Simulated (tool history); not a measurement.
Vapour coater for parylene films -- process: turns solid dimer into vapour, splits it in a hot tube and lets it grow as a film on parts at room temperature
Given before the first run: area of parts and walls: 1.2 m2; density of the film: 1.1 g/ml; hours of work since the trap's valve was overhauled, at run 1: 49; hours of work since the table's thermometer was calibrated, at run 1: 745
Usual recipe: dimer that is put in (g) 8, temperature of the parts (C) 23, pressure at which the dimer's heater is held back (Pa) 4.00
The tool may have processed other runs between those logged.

run,day,dimer that is put in (g),temperature of the parts (C),pressure at which the dimer's heater is held back (Pa),hours of work since the trap's valve was overhauled,hours of work since the table's thermometer was calibrated,thickness of the film (um)
1,0.000,8,23,4.00,49,745,4.10
2,1.050,8,23,4.00,66,761,4.07
3,2.529,8,23,4.00,89,784,4.09
4,3.942,8,23,4.00,111,806,3.99
5,5.662,8,23,5.51,137,833,3.83
6,6.575,8,23,5.51,151,847,3.80
7,8.062,8,23,5.51,175,870,3.80
8,9.992,8,23,5.51,205,900,3.79
9,11.396,7,23,4.00,226,922,3.45
10,12.475,7,23,4.00,243,939,3.44
11,14.292,7,23,4.00,271,967,3.40
12,15.617,7,23,4.00,292,988,3.39
13,17.271,8,23,2.66,318,1013,4.04
14,18.812,6,23,4.00,342,1037,2.82
15,20.300,6,25,4.00,365,1060,2.62
# day 20.604: trap's valve overhauled
16,22.125,6,25,4.00,24,1086,2.48
17,23.092,6,16,4.00,39,1101,3.23
18,23.992,9,23,2.68,53,1115,4.05
19,25.654,9,23,2.68,78,1141,4.06
# day 26.196: trap's valve overhauled, once more
20,27.138,9,23,2.68,15,1161,4.86
21,27.954,9,23,2.68,27,1174,4.89
22,29.783,4,24,2.68,56,1203,2.07
23,31.450,4,24,2.68,82,1228,2.03

Consider 5 possible next runs. They are alternatives, not a sequence: every one starts from the tool as it was left by run 23. What does each give?
A,32.300,13,33,2.68,95,1242,?
B,32.300,10,22,6.88,95,1242,?
C,32.300,14,22,9.88,95,1242,?
D,32.300,5,15,3.24,95,1242,?
E,32.300,7,23,4.00,95,1242,?

run,thickness of the film (um)
A,5.13
B,4.81
C,6.43
D,3.31
E,3.47
Without the tool's hidden state the same runs would have given:
run,thickness of the film (um)
A,5.43
B,5.09
C,6.81
D,3.50
E,3.67
